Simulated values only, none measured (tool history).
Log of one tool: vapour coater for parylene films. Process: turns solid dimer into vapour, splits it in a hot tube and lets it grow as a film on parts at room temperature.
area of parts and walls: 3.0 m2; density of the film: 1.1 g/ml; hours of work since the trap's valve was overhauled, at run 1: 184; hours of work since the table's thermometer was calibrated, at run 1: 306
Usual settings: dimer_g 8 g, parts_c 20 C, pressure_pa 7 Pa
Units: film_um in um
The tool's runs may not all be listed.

| run | day | dimer_g | parts_c | pressure_pa | hours of work since the trap's valve was overhauled | hours of work since the table's thermometer was calibrated | film_um |
|---|---|---|---|---|---|---|---|
| 1 | 0 | 8 | 20 | 7 | 184 | 306 | 1.58 |
| 2 | 0.604 | 8 | 20 | 3.99 | 194 | 316 | 1.69 |
| 3 | 0.888 | 8 | 15 | 7 | 199 | 321 | 1.83 |
| 4 | 1.179 | 8 | 20 | 10.6 | 204 | 326 | 1.4 |
| 5 | 1.638 | 7 | 20 | 7 | 212 | 334 | 1.37 |
| 6 | 2.138 | 7 | 20 | 7 | 221 | 343 | 1.36 |
| 7 | 2.504 | 7 | 20 | 7 | 228 | 350 | 1.32 |
|  | 2.867 | trap's valve overhauled |
| 8 | 3.167 | 7 | 20 | 7 | 5 | 358 | 1.53 |
| 9 | 3.496 | 3 | 20 | 7 | 11 | 364 | 0.65 |
| 10 | 3.879 | 3 | 20 | 7 | 18 | 371 | 0.65 |
| 11 | 4.45 | 8 | 20 | 6.01 | 28 | 381 | 1.77 |
| 12 | 4.821 | 8 | 20 | 6.01 | 34 | 387 | 1.74 |
| 13 | 5.354 | 8 | 20 | 6.01 | 44 | 397 | 1.75 |
| 14 | 5.783 | 8 | 20 | 6.01 | 51 | 404 | 1.73 |
| 15 | 6.146 | 8 | 20 | 6.01 | 57 | 410 | 1.73 |
| 16 | 6.558 | 8 | 20 | 7 | 65 | 418 | 1.7 |
| 17 | 7.154 | 8 | 13 | 7 | 75 | 428 | 2.09 |
| 18 | 7.779 | 8 | 13 | 7 | 86 | 439 | 2.14 |
| 19 | 8.196 | 8 | 13 | 7 | 93 | 446 | 2.11 |
| 20 | 8.575 | 8 | 20 | 5.69 | 100 | 453 | 1.69 |
| 21 | 9.112 | 9 | 20 | 7 | 110 | 463 | 1.87 |
| 22 | 9.467 | 9 | 20 | 7 | 116 | 469 | 1.83 |
| 23 | 10.033 | 9 | 20 | 7 | 126 | 479 | 1.84 |
| 24 | 10.408 | 9 | 20 | 7 | 132 | 485 | 1.82 |
| 25 | 11.012 | 4 | 16 | 2.24 | 143 | 496 | 1.08 |
| 26 | 11.329 | 4 | 16 | 2.24 | 148 | 501 | 1.09 |
| 27 | 11.904 | 4 | 16 | 2.24 | 158 | 512 | 1.08 |
| 28 | 12.404 | 8 | 17 | 7 | 167 | 520 | 1.72 |
| 29 | 12.708 | 8 | 14 | 2.76 | 173 | 526 | 2.1 |
| 30 | 13.275 | 8 | 20 | 6.02 | 183 | 536 | 1.59 |
| 31 | 13.812 | 8 | 14 | 3.49 | 192 | 545 | 2.07 |
| 32 | 14.146 | 10 | 18 | 8.44 | 198 | 551 | 2 |
| 33 | 14.583 | 8 | 12 | 7 | 205 | 558 | 2 |
| 34 | 15.025 | 8 | 12 | 7 | 213 | 566 | 2.02 |
| 35 | 15.312 | 6 | 13 | 2.13 | 218 | 571 | 1.52 |
| 36 | 15.817 | 8 | 24 | 7 | 227 | 580 | 1.34 |
|  | 16.233 | trap's valve overhauled |
| 37 | 16.254 | 5 | 28 | 4 | 0 | 585 | 0.91 |
| 38 | 16.738 | 10 | 16 | 2.58 | 9 | 593 | 2.93 |
| 39 | 17.175 | 10 | 16 | 2.58 | 17 | 601 | 2.92 |
| 40 | 17.525 | 10 | 16 | 2.58 | 23 | 607 | 2.95 |
| 41 | 18.15 | 10 | 16 | 3.1 | 34 | 618 | 2.9 |
| 42 | 18.642 | 5 | 12 | 6.8 | 42 | 627 | 1.4 |
| 43 | 19.15 | 4 | 25 | 9.57 | 51 | 636 | 0.65 |
| 44 | 19.438 | 4 | 25 | 9.57 | 56 | 641 | 0.63 |
| 45 | 20.021 | 8 | 20 | 9.23 | 66 | 651 | 1.59 |
| 46 | 20.321 | 13 | 20 | 10.81 | 72 | 656 | 2.56 |
| 47 | 20.929 | 13 | 20 | 10.81 | 82 | 667 | 2.51 |
| 48 | 21.342 | 13 | 20 | 10.81 | 90 | 674 | 2.46 |

3 ways to go on from here, each from the tool as it stands after run 48. What would each give?
| A | 21.608 | 8 | 31 | 10.81 | 94 | 679 | ? |
| B | 21.608 | 5 | 14 | 7.61 | 94 | 679 | ? |
| C | 21.608 | 13 | 23 | 5.64 | 94 | 679 | ? |

| run | film_um |
|---|---|
| A | 1.05 |
| B | 1.23 |
| C | 2.55 |
Without the tool's hidden state the same runs would have given:
| run | film_um |
|---|---|
| A | 1.14 |
| B | 1.34 |
| C | 2.77 |
